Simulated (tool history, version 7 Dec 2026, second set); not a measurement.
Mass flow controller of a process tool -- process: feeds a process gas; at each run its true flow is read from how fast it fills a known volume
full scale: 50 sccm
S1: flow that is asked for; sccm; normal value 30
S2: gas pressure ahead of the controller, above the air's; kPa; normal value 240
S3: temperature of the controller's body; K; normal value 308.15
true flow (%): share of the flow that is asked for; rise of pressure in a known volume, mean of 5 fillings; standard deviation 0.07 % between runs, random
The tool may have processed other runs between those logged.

run 1 day=0.000 | S1=30 S2=240 S3=308.15 | true_flow_(%)=96.61
run 2 day=3.875 | S1=30 S2=240 S3=308.15 | true_flow_(%)=96.78
run 3 day=6.004 | S1=30 S2=240 S3=308.15 | true_flow_(%)=96.64
run 4 day=8.033 | S1=34 S2=240 S3=308.15 | true_flow_(%)=97.02
run 5 day=10.317 | S1=34 S2=240 S3=308.15 | true_flow_(%)=97.01
run 6 day=13.971 | S1=30 S2=240 S3=308.15 | true_flow_(%)=96.58
run 7 day=16.125 | S1=30 S2=240 S3=309.15 | true_flow_(%)=96.39
run 8 day=19.262 | S1=30 S2=240 S3=309.15 | true_flow_(%)=96.52
run 9 day=22.338 | S1=30 S2=240 S3=309.15 | true_flow_(%)=96.41
run 10 day=24.883 | S1=16 S2=240 S3=308.15 | true_flow_(%)=95.15
run 11 day=28.379 | S1=16 S2=240 S3=308.15 | true_flow_(%)=95.23
run 12 day=30.721 | S1=30 S2=240 S3=308.15 | true_flow_(%)=96.54
run 13 day=33.629 | S1=30 S2=240 S3=308.15 | true_flow_(%)=96.55
run 14 day=36.642 | S1=30 S2=239 S3=308.15 | true_flow_(%)=96.68
run 15 day=39.917 | S1=30 S2=240 S3=308.15 | true_flow_(%)=96.49
run 16 day=42.229 | S1=30 S2=240 S3=308.15 | true_flow_(%)=96.62
run 17 day=44.125 | S1=30 S2=240 S3=308.15 | true_flow_(%)=96.44
run 18 day=46.608 | S1=30 S2=240 S3=308.15 | true_flow_(%)=96.40
run 19 day=49.108 | S1=6 S2=240 S3=308.15 | true_flow_(%)=92.97
run 20 day=51.000 | S1=6 S2=240 S3=308.15 | true_flow_(%)=92.86
run 21 day=53.171 | S1=30 S2=240 S3=297.15 | true_flow_(%)=97.67
run 22 day=56.000 | S1=30 S2=240 S3=297.15 | true_flow_(%)=97.65
run 23 day=59.496 | S1=30 S2=240 S3=297.15 | true_flow_(%)=97.56
run 24 day=61.942 | S1=30 S2=157 S3=308.15 | true_flow_(%)=96.69
run 25 day=64.900 | S1=30 S2=157 S3=308.15 | true_flow_(%)=96.75
run 26 day=68.846 | S1=18 S2=240 S3=311.15 | true_flow_(%)=94.85
run 27 day=71.929 | S1=44 S2=256 S3=309.15 | true_flow_(%)=97.27
run 28 day=75.992 | S1=33 S2=183 S3=297.15 | true_flow_(%)=97.97
run 29 day=79.400 | S1=7 S2=240 S3=302.15 | true_flow_(%)=93.54
run 30 day=83.000 | S1=7 S2=240 S3=302.15 | true_flow_(%)=93.49
run 31 day=85.842 | S1=13 S2=240 S3=305.15 | true_flow_(%)=94.73
run 32 day=89.362 | S1=13 S2=152 S3=313.15 | true_flow_(%)=94.32
run 33 day=91.217 | S1=13 S2=152 S3=313.15 | true_flow_(%)=94.22
run 34 day=93.292 | S1=13 S2=152 S3=313.15 | true_flow_(%)=94.31
run 35 day=95.996 | S1=12 S2=186 S3=306.15 | true_flow_(%)=94.67
run 36 day=100.046 | S1=12 S2=186 S3=306.15 | true_flow_(%)=94.52
run 37 day=103.688 | S1=12 S2=186 S3=306.15 | true_flow_(%)=94.50
run 38 day=105.996 | S1=12 S2=186 S3=306.15 | true_flow_(%)=94.50
run 39 day=108.746 | S1=27 S2=187 S3=301.15 | true_flow_(%)=96.94
run 40 day=111.233 | S1=27 S2=190 S3=301.15 | true_flow_(%)=96.80
run 41 day=113.158 | S1=44 S2=251 S3=300.15 | true_flow_(%)=98.13
run 42 day=114.812 | S1=25 S2=251 S3=300.15 | true_flow_(%)=96.57
run 43 day=116.571 | S1=25 S2=251 S3=300.15 | true_flow_(%)=96.44
run 44 day=120.104 | S1=12 S2=173 S3=299.15 | true_flow_(%)=95.24
run 45 day=121.954 | S1=28 S2=167 S3=299.15 | true_flow_(%)=97.18
run 46 day=124.575 | S1=10 S2=240 S3=297.15 | true_flow_(%)=94.80
run 47 day=126.854 | S1=30 S2=231 S3=308.15 | true_flow_(%)=96.04

Alternative continuations, all from the tool just after run 47; predict every row:
run A day=128.725 | S1=12 S2=150 S3=299.15 | true_flow_(%)=?
run B day=128.725 | S1=30 S2=231 S3=303.15 | true_flow_(%)=?
run C day=128.725 | S1=30 S2=271 S3=308.15 | true_flow_(%)=?

run=A true_flow_(%)=95.45
run=B true_flow_(%)=96.59
run=C true_flow_(%)=95.95
Without the tool's unlogged condition, the same runs would have read:
run=A true_flow_(%)=97.75
run=B true_flow_(%)=97.92
run=C true_flow_(%)=97.28
